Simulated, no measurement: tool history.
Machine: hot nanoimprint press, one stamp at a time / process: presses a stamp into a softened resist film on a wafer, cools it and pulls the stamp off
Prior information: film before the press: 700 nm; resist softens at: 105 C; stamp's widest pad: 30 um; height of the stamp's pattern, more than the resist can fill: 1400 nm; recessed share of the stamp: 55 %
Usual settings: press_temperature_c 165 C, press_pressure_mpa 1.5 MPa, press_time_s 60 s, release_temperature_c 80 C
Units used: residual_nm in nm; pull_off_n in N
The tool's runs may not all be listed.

run 1 hour=0 | press_temperature_c=165 press_pressure_mpa=1.5 press_time_s=60 release_temperature_c=80 | residual_nm=324.4 pull_off_n=155
run 2 hour=18.5 | press_temperature_c=165 press_pressure_mpa=1.5 press_time_s=60 release_temperature_c=80 | residual_nm=323.6 pull_off_n=150
run 3 hour=43.5 | press_temperature_c=165 press_pressure_mpa=1.5 press_time_s=60 release_temperature_c=80 | residual_nm=322.8 pull_off_n=152
run 4 hour=59.1 | press_temperature_c=165 press_pressure_mpa=1.5 press_time_s=101 release_temperature_c=80 | residual_nm=262.4 pull_off_n=148
run 5 hour=83.9 | press_temperature_c=165 press_pressure_mpa=1.5 press_time_s=101 release_temperature_c=71 | residual_nm=261.5 pull_off_n=193
run 6 hour=106.8 | press_temperature_c=165 press_pressure_mpa=1.5 press_time_s=60 release_temperature_c=80 | residual_nm=323.4 pull_off_n=153
run 7 hour=128 | press_temperature_c=161 press_pressure_mpa=1.5 press_time_s=60 release_temperature_c=80 | residual_nm=404.7 pull_off_n=153
-- hour=132.7 plate thermocouple calibrated
run 8 hour=147 | press_temperature_c=165 press_pressure_mpa=1.5 press_time_s=60 release_temperature_c=80 | residual_nm=324.5 pull_off_n=153
run 9 hour=167.6 | press_temperature_c=165 press_pressure_mpa=1.5 press_time_s=60 release_temperature_c=80 | residual_nm=323.4 pull_off_n=151
run 10 hour=182.8 | press_temperature_c=165 press_pressure_mpa=1.5 press_time_s=60 release_temperature_c=87 | residual_nm=325.9 pull_off_n=123
run 11 hour=205.9 | press_temperature_c=165 press_pressure_mpa=1.5 press_time_s=57 release_temperature_c=72 | residual_nm=330.6 pull_off_n=183
run 12 hour=232.8 | press_temperature_c=165 press_pressure_mpa=1.5 press_time_s=57 release_temperature_c=72 | residual_nm=331.8 pull_off_n=193

Run 13 is up next; what results do you expect?
run 13 hour=251.9 | press_temperature_c=165 press_pressure_mpa=1.5 press_time_s=57 release_temperature_c=72 | residual_nm=? pull_off_n=?

{"run 13": {"residual_nm": 331.2, "pull_off_n": 188}}
Were there no unlogged condition in the tool, this run, its random variation unchanged, would have produced residual_nm 331.1 nm, pull_off_n 186 N.
